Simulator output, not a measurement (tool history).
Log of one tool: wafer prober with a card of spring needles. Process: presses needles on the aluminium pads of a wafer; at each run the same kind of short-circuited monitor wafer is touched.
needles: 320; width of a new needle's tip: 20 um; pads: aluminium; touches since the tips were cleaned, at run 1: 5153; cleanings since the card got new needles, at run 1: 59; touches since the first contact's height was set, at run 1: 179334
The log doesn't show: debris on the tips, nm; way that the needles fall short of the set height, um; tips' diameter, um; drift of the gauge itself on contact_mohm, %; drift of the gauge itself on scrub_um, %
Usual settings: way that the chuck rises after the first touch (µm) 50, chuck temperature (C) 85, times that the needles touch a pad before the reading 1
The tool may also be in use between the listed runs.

run	day	way that the chuck rises after the first touch (µm)	chuck temperature (C)	times that the needles touch a pad before the reading	touches since the tips were cleaned	cleanings since the card got new needles	touches since the first contact's height was set	resistance of one needle with its contact and lead (mohm)	way that a needle slides on the pad (µm)
1	0.000	50	85	1	5153	59	179334	206	9.05
# day 0.046: tips cleaned on abrasive film
# day 0.504: tips cleaned on abrasive film
2	0.825	50	85	1	3958	61	189429	207	9.02
# day 1.008: tips cleaned on abrasive film
# day 1.271: height of the first contact set anew
3	1.392	50	85	1	4635	62	1520	207	9.03
# day 1.512: tips cleaned on abrasive film
# day 1.975: tips cleaned on abrasive film
4	2.108	50	85	1	1634	64	10249	204	9.02
# day 2.454: tips cleaned on abrasive film
5	2.575	50	108	1	1456	65	15972	211	9.03
# day 2.917: tips cleaned on abrasive film
6	3.158	50	108	1	2965	66	23150	214	9.01
# day 3.383: tips cleaned on abrasive film
# day 3.858: tips cleaned on abrasive film
7	3.858	50	108	1	0	68	31708	213	9.00
# day 4.333: tips cleaned on abrasive film
8	4.558	40	85	1	2758	69	40328	215	7.19
# day 4.817: tips cleaned on abrasive film
# day 5.275: tips cleaned on abrasive film
9	5.354	36	85	1	977	71	50091	220	6.48
# day 5.733: tips cleaned on abrasive film
10	5.775	56	85	1	507	72	55256	201	10.07
# day 6.217: tips cleaned on abrasive film
11	6.567	50	85	1	4286	73	64970	210	8.99
# day 6.708: tips cleaned on abrasive film
12	7.133	50	85	1	5280	74	71974	208	8.99
# day 7.204: tips cleaned on abrasive film
# day 7.671: tips cleaned on abrasive film
13	7.842	50	85	1	2112	76	80644	207	8.98
# day 8.167: tips cleaned on abrasive film
14	8.183	50	85	1	219	77	84788	210	9.00
15	8.562	50	85	1	4950	77	89519	207	9.00
# day 8.675: tips cleaned on abrasive film
# day 9.171: tips cleaned on abrasive film
16	9.225	50	85	1	649	79	97567	206	8.98
# day 9.696: tips cleaned on abrasive film
17	10.042	50	107	2	4302	80	107651	214	8.97
# day 10.183: tips cleaned on abrasive film
# day 10.675: tips cleaned on abrasive film
18	10.746	50	107	2	886	82	116254	205	8.97
# day 11.138: tips cleaned on abrasive film
19	11.567	34	48	1	5317	83	126354	213	6.11
# day 11.633: tips cleaned on abrasive film
20	12.058	34	48	1	5264	84	132420	213	6.12
# day 12.117: tips cleaned on abrasive film
# day 12.596: tips cleaned on abrasive film
21	12.667	34	48	1	873	86	139850	214	6.10
# day 13.058: tips cleaned on abrasive film
22	13.246	56	37	1	2284	87	146933	191	10.03
# day 13.567: tips cleaned on abrasive film
23	13.817	61	95	1	3089	88	153953	204	10.93
# day 14.062: tips cleaned on abrasive film
24	14.288	61	95	1	2809	89	159757	201	10.93
# day 14.542: tips cleaned on abrasive film
25	14.650	61	95	1	1361	90	164198	201	10.95
# day 15.012: tips cleaned on abrasive film
26	15.208	41	42	1	2444	91	171063	208	7.33
# day 15.508: tips cleaned on abrasive film
27	15.829	41	42	1	3998	92	178677	202	7.34
# day 16.017: tips cleaned on abrasive film
28	16.429	41	42	1	5114	93	186034	202	7.33
# day 16.508: tips cleaned on abrasive film
# day 16.988: tips cleaned on abrasive film
# day 17.096: gauge calibrated
# day 17.167: height of the first contact set anew
29	17.167	41	42	1	2082	95	0	201	7.41
# day 17.471: tips cleaned on abrasive film
30	17.621	50	105	1	1824	96	5554	213	9.03
# day 17.942: tips cleaned on abrasive film
31	18.042	50	76	2	1220	97	10710	202	9.06
# day 18.425: tips cleaned on abrasive film
32	18.700	41	30	2	3405	98	18814	199	7.41

Measured less the same run without the tool's hidden state. The same run-to-run variation is in both; the gauge's scatter may not be:
run	way that a needle slides on the pad (µm)
1	+0.00
2	-0.01
3	-0.01
4	-0.01
5	-0.02
6	-0.02
7	-0.03
8	-0.03
9	-0.03
10	-0.04
11	-0.05
12	-0.04
13	-0.05
14	-0.05
15	-0.05
16	-0.05
17	-0.06
18	-0.07
19	-0.05
20	-0.05
21	-0.06
22	-0.10
23	-0.10
24	-0.11
25	-0.11
26	-0.07
27	-0.08
28	-0.09
29	+0.00
30	+0.00
31	-0.01
32	-0.01
resistance of one needle with its contact and lead (mohm): within 1 of the measured result in every run.
